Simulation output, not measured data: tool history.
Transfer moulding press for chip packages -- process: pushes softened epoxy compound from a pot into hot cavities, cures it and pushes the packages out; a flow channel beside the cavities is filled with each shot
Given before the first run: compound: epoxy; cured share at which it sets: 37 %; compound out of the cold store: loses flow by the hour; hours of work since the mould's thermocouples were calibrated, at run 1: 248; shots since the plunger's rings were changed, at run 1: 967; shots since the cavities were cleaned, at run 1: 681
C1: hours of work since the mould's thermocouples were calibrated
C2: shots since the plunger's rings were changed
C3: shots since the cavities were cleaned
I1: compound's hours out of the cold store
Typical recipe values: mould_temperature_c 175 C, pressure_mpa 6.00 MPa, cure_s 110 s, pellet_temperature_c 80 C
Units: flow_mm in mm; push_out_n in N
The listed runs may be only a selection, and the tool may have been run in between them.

{"run": 1, "day": 0.0, "mould_temperature_c": 175, "pressure_mpa": 6.0, "cure_s": 110, "pellet_temperature_c": 80, "C1": 248, "C2": 967, "C3": 681, "I1": 22.9, "flow_mm": 776, "push_out_n": 537}
{"run": 2, "day": 1.196, "mould_temperature_c": 170, "pressure_mpa": 6.0, "cure_s": 110, "pellet_temperature_c": 80, "C1": 270, "C2": 1349, "C3": 1063, "I1": 38.6, "flow_mm": 728, "push_out_n": 731}
{"day": 1.538, "done": "cavities cleaned with cleaning compound and waxed"}
{"run": 3, "day": 3.112, "mould_temperature_c": 175, "pressure_mpa": 6.0, "cure_s": 131, "pellet_temperature_c": 80, "C1": 304, "C2": 1942, "C3": 503, "I1": 19.9, "flow_mm": 788, "push_out_n": 440}
{"run": 4, "day": 5.067, "mould_temperature_c": 172, "pressure_mpa": 6.0, "cure_s": 110, "pellet_temperature_c": 80, "C1": 340, "C2": 2567, "C3": 1128, "I1": 42.0, "flow_mm": 706, "push_out_n": 628}
{"day": 5.246, "done": "cavities cleaned with cleaning compound and waxed"}
{"run": 5, "day": 6.146, "mould_temperature_c": 183, "pressure_mpa": 6.0, "cure_s": 110, "pellet_temperature_c": 80, "C1": 359, "C2": 2892, "C3": 288, "I1": 16.1, "flow_mm": 773, "push_out_n": 428}
{"day": 6.912, "done": "plunger's sealing rings changed"}
{"run": 6, "day": 8.529, "mould_temperature_c": 183, "pressure_mpa": 6.0, "cure_s": 110, "pellet_temperature_c": 80, "C1": 401, "C2": 517, "C3": 1017, "I1": 28.2, "flow_mm": 722, "push_out_n": 434}
{"day": 8.992, "done": "cavities cleaned with cleaning compound and waxed"}
{"run": 7, "day": 10.258, "mould_temperature_c": 178, "pressure_mpa": 6.0, "cure_s": 110, "pellet_temperature_c": 80, "C1": 432, "C2": 1050, "C3": 406, "I1": 37.5, "flow_mm": 701, "push_out_n": 481}
{"run": 8, "day": 12.388, "mould_temperature_c": 178, "pressure_mpa": 6.0, "cure_s": 110, "pellet_temperature_c": 80, "C1": 471, "C2": 1730, "C3": 1086, "I1": 17.7, "flow_mm": 785, "push_out_n": 468}
{"day": 12.729, "done": "cavities cleaned with cleaning compound and waxed"}
{"run": 9, "day": 14.658, "mould_temperature_c": 168, "pressure_mpa": 6.0, "cure_s": 110, "pellet_temperature_c": 80, "C1": 512, "C2": 2436, "C3": 617, "I1": 17.5, "flow_mm": 830, "push_out_n": 932}
{"day": 16.45, "done": "cavities cleaned with cleaning compound and waxed"}
{"run": 10, "day": 16.546, "mould_temperature_c": 175, "pressure_mpa": 6.0, "cure_s": 110, "pellet_temperature_c": 80, "C1": 546, "C2": 3019, "C3": 30, "I1": 14.0, "flow_mm": 816, "push_out_n": 558}
{"day": 16.917, "done": "plunger's sealing rings changed"}
{"run": 11, "day": 18.458, "mould_temperature_c": 175, "pressure_mpa": 6.0, "cure_s": 127, "pellet_temperature_c": 80, "C1": 579, "C2": 493, "C3": 609, "I1": 20.1, "flow_mm": 787, "push_out_n": 443}
{"day": 20.217, "done": "cavities cleaned with cleaning compound and waxed"}
{"run": 12, "day": 20.462, "mould_temperature_c": 175, "pressure_mpa": 6.0, "cure_s": 127, "pellet_temperature_c": 80, "C1": 615, "C2": 1114, "C3": 79, "I1": 20.3, "flow_mm": 784, "push_out_n": 452}
{"run": 13, "day": 22.067, "mould_temperature_c": 175, "pressure_mpa": 4.56, "cure_s": 110, "pellet_temperature_c": 80, "C1": 644, "C2": 1626, "C3": 591, "I1": 41.3, "flow_mm": 609, "push_out_n": 504}
{"run": 14, "day": 23.675, "mould_temperature_c": 175, "pressure_mpa": 4.56, "cure_s": 110, "pellet_temperature_c": 80, "C1": 674, "C2": 2141, "C3": 1106, "I1": 45.4, "flow_mm": 594, "push_out_n": 533}
{"day": 23.862, "done": "cavities cleaned with cleaning compound and waxed"}
{"run": 15, "day": 26.171, "mould_temperature_c": 175, "pressure_mpa": 4.56, "cure_s": 110, "pellet_temperature_c": 80, "C1": 719, "C2": 2919, "C3": 738, "I1": 44.7, "flow_mm": 596, "push_out_n": 503}
{"day": 26.871, "done": "plunger's sealing rings changed"}
{"day": 27.662, "done": "cavities cleaned with cleaning compound and waxed"}
{"run": 16, "day": 27.662, "mould_temperature_c": 177, "pressure_mpa": 6.68, "cure_s": 100, "pellet_temperature_c": 74, "C1": 743, "C2": 232, "C3": 0, "I1": 39.1, "flow_mm": 736, "push_out_n": 525}
{"run": 17, "day": 29.154, "mould_temperature_c": 177, "pressure_mpa": 6.97, "cure_s": 115, "pellet_temperature_c": 74, "C1": 771, "C2": 710, "C3": 478, "I1": 35.6, "flow_mm": 767, "push_out_n": 447}
{"run": 18, "day": 30.942, "mould_temperature_c": 181, "pressure_mpa": 6.41, "cure_s": 109, "pellet_temperature_c": 89, "C1": 804, "C2": 1281, "C3": 1049, "I1": 15.2, "flow_mm": 810, "push_out_n": 424}
{"day": 31.433, "done": "cavities cleaned with cleaning compound and waxed"}
{"run": 19, "day": 32.05, "mould_temperature_c": 181, "pressure_mpa": 6.41, "cure_s": 109, "pellet_temperature_c": 84, "C1": 823, "C2": 1615, "C3": 197, "I1": 28.5, "flow_mm": 751, "push_out_n": 424}
{"run": 20, "day": 33.262, "mould_temperature_c": 175, "pressure_mpa": 5.6, "cure_s": 145, "pellet_temperature_c": 76, "C1": 845, "C2": 2003, "C3": 585, "I1": 20.9, "flow_mm": 756, "push_out_n": 413}
{"run": 21, "day": 34.35, "mould_temperature_c": 175, "pressure_mpa": 5.6, "cure_s": 145, "pellet_temperature_c": 76, "C1": 866, "C2": 2351, "C3": 933, "I1": 29.1, "flow_mm": 722, "push_out_n": 418}
{"day": 35.158, "done": "cavities cleaned with cleaning compound and waxed"}
{"day": 35.992, "done": "mould's thermocouples calibrated"}
{"day": 37.083, "done": "plunger's sealing rings changed"}
{"run": 22, "day": 37.083, "mould_temperature_c": 168, "pressure_mpa": 5.6, "cure_s": 145, "pellet_temperature_c": 76, "C1": 18, "C2": 0, "C3": 555, "I1": 29.2, "flow_mm": 748, "push_out_n": 504}
{"day": 39.021, "done": "cavities cleaned with cleaning compound and waxed"}
{"run": 23, "day": 39.558, "mould_temperature_c": 168, "pressure_mpa": 5.6, "cure_s": 145, "pellet_temperature_c": 76, "C1": 63, "C2": 771, "C3": 172, "I1": 38.8, "flow_mm": 706, "push_out_n": 512}

For run 24, what comes out?
{"run": 24, "day": 40.604, "mould_temperature_c": 168, "pressure_mpa": 5.6, "cure_s": 145, "pellet_temperature_c": 76, "C1": 82, "C2": 1106, "C3": 507, "I1": 18.1, "flow_mm": "?", "push_out_n": "?"}

Run 24 gave flow_mm 798 mm, push_out_n 540 N.
Take away the tool's hidden state, keep the run-to-run variation as it was, and the same run would have given flow_mm 798 mm, push_out_n 537 N.
